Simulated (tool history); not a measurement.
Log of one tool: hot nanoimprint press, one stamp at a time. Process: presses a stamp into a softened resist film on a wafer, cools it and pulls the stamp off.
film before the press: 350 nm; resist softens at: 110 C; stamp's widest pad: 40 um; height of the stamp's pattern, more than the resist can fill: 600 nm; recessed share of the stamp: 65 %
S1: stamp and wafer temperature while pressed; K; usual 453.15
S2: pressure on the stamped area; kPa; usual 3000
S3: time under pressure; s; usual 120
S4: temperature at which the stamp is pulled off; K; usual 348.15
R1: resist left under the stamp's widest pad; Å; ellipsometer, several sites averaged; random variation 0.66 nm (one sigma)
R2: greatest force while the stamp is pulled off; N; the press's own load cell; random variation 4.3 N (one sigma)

{"run": 1, "hour": 0.0, "S1": 453.15, "S2": 3000, "S3": 120, "S4": 348.15, "R1": 1604, "R2": 258}
{"run": 2, "hour": 7.4, "S1": 453.15, "S2": 3000, "S3": 120, "S4": 348.15, "R1": 1603, "R2": 249}
{"run": 3, "hour": 14.2, "S1": 453.15, "S2": 3000, "S3": 120, "S4": 348.15, "R1": 1616, "R2": 246}
{"run": 4, "hour": 21.7, "S1": 453.15, "S2": 3000, "S3": 120, "S4": 348.15, "R1": 1598, "R2": 247}
{"run": 5, "hour": 29.8, "S1": 456.15, "S2": 3000, "S3": 120, "S4": 348.15, "R1": 1468, "R2": 250}
{"run": 6, "hour": 39.1, "S1": 456.15, "S2": 3000, "S3": 120, "S4": 348.15, "R1": 1463, "R2": 264}
{"run": 7, "hour": 48.0, "S1": 456.15, "S2": 3000, "S3": 120, "S4": 348.15, "R1": 1461, "R2": 260}
{"run": 8, "hour": 55.1, "S1": 453.15, "S2": 3000, "S3": 120, "S4": 348.15, "R1": 1606, "R2": 259}
{"run": 9, "hour": 60.0, "S1": 453.15, "S2": 3000, "S3": 120, "S4": 348.15, "R1": 1611, "R2": 258}
{"run": 10, "hour": 65.0, "S1": 453.15, "S2": 3000, "S3": 120, "S4": 348.15, "R1": 1601, "R2": 251}
{"run": 11, "hour": 76.0, "S1": 453.15, "S2": 3000, "S3": 120, "S4": 348.15, "R1": 1618, "R2": 256}
{"run": 12, "hour": 83.5, "S1": 453.15, "S2": 3000, "S3": 120, "S4": 348.15, "R1": 1614, "R2": 262}
{"run": 13, "hour": 93.8, "S1": 453.15, "S2": 3000, "S3": 120, "S4": 348.15, "R1": 1620, "R2": 258}
{"run": 14, "hour": 103.6, "S1": 453.15, "S2": 3000, "S3": 120, "S4": 348.15, "R1": 1615, "R2": 263}
{"run": 15, "hour": 109.5, "S1": 453.15, "S2": 3000, "S3": 62, "S4": 348.15, "R1": 1974, "R2": 276}
{"run": 16, "hour": 114.9, "S1": 461.15, "S2": 3000, "S3": 65, "S4": 348.15, "R1": 1508, "R2": 276}
{"run": 17, "hour": 125.1, "S1": 461.15, "S2": 3000, "S3": 167, "S4": 348.15, "R1": 1103, "R2": 264}
{"run": 18, "hour": 136.0, "S1": 461.15, "S2": 4660, "S3": 167, "S4": 348.15, "R1": 842, "R2": 273}
{"run": 19, "hour": 142.2, "S1": 445.15, "S2": 3140, "S3": 61, "S4": 347.15, "R1": 2453, "R2": 277}
{"run": 20, "hour": 150.6, "S1": 457.15, "S2": 4210, "S3": 61, "S4": 347.15, "R1": 1461, "R2": 286}
{"run": 21, "hour": 162.0, "S1": 453.15, "S2": 1800, "S3": 120, "S4": 343.15, "R1": 2133, "R2": 292}
{"run": 22, "hour": 171.7, "S1": 453.15, "S2": 1800, "S3": 120, "S4": 343.15, "R1": 2132, "R2": 298}
{"run": 23, "hour": 184.7, "S1": 453.15, "S2": 3970, "S3": 137, "S4": 340.15, "R1": 1314, "R2": 320}
{"run": 24, "hour": 194.8, "S1": 447.15, "S2": 3750, "S3": 120, "S4": 348.15, "R1": 1774, "R2": 284}
{"run": 25, "hour": 199.6, "S1": 447.15, "S2": 3820, "S3": 120, "S4": 348.15, "R1": 1741, "R2": 282}
{"run": 26, "hour": 207.4, "S1": 447.15, "S2": 3820, "S3": 120, "S4": 348.15, "R1": 1762, "R2": 283}
{"run": 27, "hour": 218.2, "S1": 447.15, "S2": 2090, "S3": 120, "S4": 338.15, "R1": 2337, "R2": 343}
{"run": 28, "hour": 227.6, "S1": 445.15, "S2": 3000, "S3": 84, "S4": 348.15, "R1": 2323, "R2": 287}
{"run": 29, "hour": 233.2, "S1": 450.15, "S2": 2810, "S3": 94, "S4": 337.15, "R1": 2011, "R2": 351}
{"run": 30, "hour": 238.6, "S1": 450.15, "S2": 2810, "S3": 94, "S4": 348.15, "R1": 1994, "R2": 292}

Taken out of this log: 2 entries between the listed runs. Where each belongs, and how the hidden state differs across it:
Between runs 16 and 17: plate thermocouple calibrated (hour 118.5)
  true temperature over the reading, C: -0.28 -> -0.41; pressure that arrives at the usual setting, %: 99.18 -> 99.16; grip of the stamp's worn release coat, % over a new coat's: 26.3 -> 26.8
  measured less the result without the state, R1: +21 -> +21 Å; R2: +59 -> +58 N
Between runs 22 and 23: plate thermocouple calibrated, once more (hour 184.7)
  true temperature over the reading, C: -0.47 -> -0.31; pressure that arrives at the usual setting, %: 99 -> 98.97; grip of the stamp's worn release coat, % over a new coat's: 29.9 -> 30.5
  measured less the result without the state, R1: +35 -> +25 Å; R2: +71 -> +76 N
